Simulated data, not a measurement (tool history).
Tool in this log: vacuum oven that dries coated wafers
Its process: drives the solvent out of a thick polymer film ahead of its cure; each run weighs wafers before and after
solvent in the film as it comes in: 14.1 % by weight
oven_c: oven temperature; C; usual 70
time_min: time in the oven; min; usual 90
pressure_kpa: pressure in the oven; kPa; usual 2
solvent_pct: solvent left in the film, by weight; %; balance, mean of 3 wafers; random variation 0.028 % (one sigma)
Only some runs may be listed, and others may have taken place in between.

run,hour,oven_c,time_min,pressure_kpa,solvent_pct
1,0,70,90,2,1.22
2,99.6,70,90,2,1.17
3,169.9,70,90,2,1.25
4,252.1,70,102,2,1.1
# hour 273.5: vacuum gauge cleaned of residue and calibrated
5,339.2,70,90,2,1.17
6,428.5,70,90,2,1.18
7,507.8,70,90,2,1.16
8,600,70,90,2,1.19
9,719.1,70,90,2,1.2
10,778.2,70,64,2,2
11,875.5,70,90,2,1.22
12,970.9,64,93,1.51,2.07
13,1031.2,65,93,5.8,3.3
14,1090.7,65,93,5.8,3.3
15,1211.6,65,90,1.35,1.92
16,1318,65,90,1.35,1.96
17,1408.5,65,90,1.35,1.98
18,1518.8,74,146,5,1.31
19,1645.8,70,57,3.84,3
20,1732.2,82,111,2.95,0.61
21,1793,70,90,1.18,1.12

Branching from run 21: 4 alternative next runs. What would each branch give?
# hour 1806: oven's thermocouples calibrated
A,1871.5,70,73,1.18,?
# hour 1806: oven's thermocouples calibrated
B,1871.5,70,90,2,?
# hour 1806: oven's thermocouples calibrated
C,1871.5,70,48,3.62,?
# hour 1806: oven's thermocouples calibrated
D,1871.5,63,97,1.17,?

run,solvent_pct
A,1.33
B,1.16
C,3.21
D,1.96
Without the tool's unlogged condition, the same runs would have read:
run,solvent_pct
A,1.22
B,1.05
C,3.08
D,1.82
